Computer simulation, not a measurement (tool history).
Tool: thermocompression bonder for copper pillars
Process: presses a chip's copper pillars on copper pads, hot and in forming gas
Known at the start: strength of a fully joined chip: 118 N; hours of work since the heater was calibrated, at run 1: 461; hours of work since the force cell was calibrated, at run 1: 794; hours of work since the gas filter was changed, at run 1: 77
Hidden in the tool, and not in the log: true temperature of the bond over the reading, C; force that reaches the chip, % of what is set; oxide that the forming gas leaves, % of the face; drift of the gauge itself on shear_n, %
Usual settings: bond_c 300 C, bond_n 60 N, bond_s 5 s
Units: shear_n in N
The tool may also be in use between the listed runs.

run   hour  bond_c  bond_n  bond_s  hours of work since the heater was calibrated  hours of work since the force cell was calibrated  hours of work since the gas filter was changed  shear_n
  1      0     300      60       5                                            461                                                794                                              77     60.2
  2   27.5     300      60       8                                            480                                                813                                              96     71.3
  3   48.1     300      60       7                                            495                                                828                                             111     66.9
  4   66.6     310      60       7                                            508                                                841                                             123       73
  5   83.6     310      60       7                                            520                                                853                                             135     74.6
  6  101.2     310      60       7                                            532                                                865                                             148     74.3
  7  117.1     310      60       7                                            543                                                876                                             159     75.7
  8  138.2     300      37      10                                            558                                                891                                             174     47.4
  9  163.6     286      77       8                                            576                                                909                                             191     76.1
 10  186.4     300      48       5                                            592                                                925                                             207     48.7
 11    208     297      75       3                                            607                                                940                                             222     61.1
 12  220.6     311      75       4                                            615                                                949                                             231     75.2
 13    249     270      60       4                                            635                                                968                                             251     39.8
 14  275.1     313      64       4                                            654                                                987                                             269     68.2

Forecast each of these 3 alternatives for the next run:
     290.4  -- forming gas filter changed
  A   301     296      64       5                                            671                                               1004                                               7        ?
     290.4  -- forming gas filter changed
  B   301     313      38      15                                            671                                               1004                                               7        ?
     290.4  -- forming gas filter changed
  C   301     313      56       8                                            671                                               1004                                               7        ?

run  shear_n
  A     66.1
  B     68.2
  C     77.2
Without the tool's hidden state the same runs would have given:
run  shear_n
  A     58.3
  B     60.8
  C     69.8

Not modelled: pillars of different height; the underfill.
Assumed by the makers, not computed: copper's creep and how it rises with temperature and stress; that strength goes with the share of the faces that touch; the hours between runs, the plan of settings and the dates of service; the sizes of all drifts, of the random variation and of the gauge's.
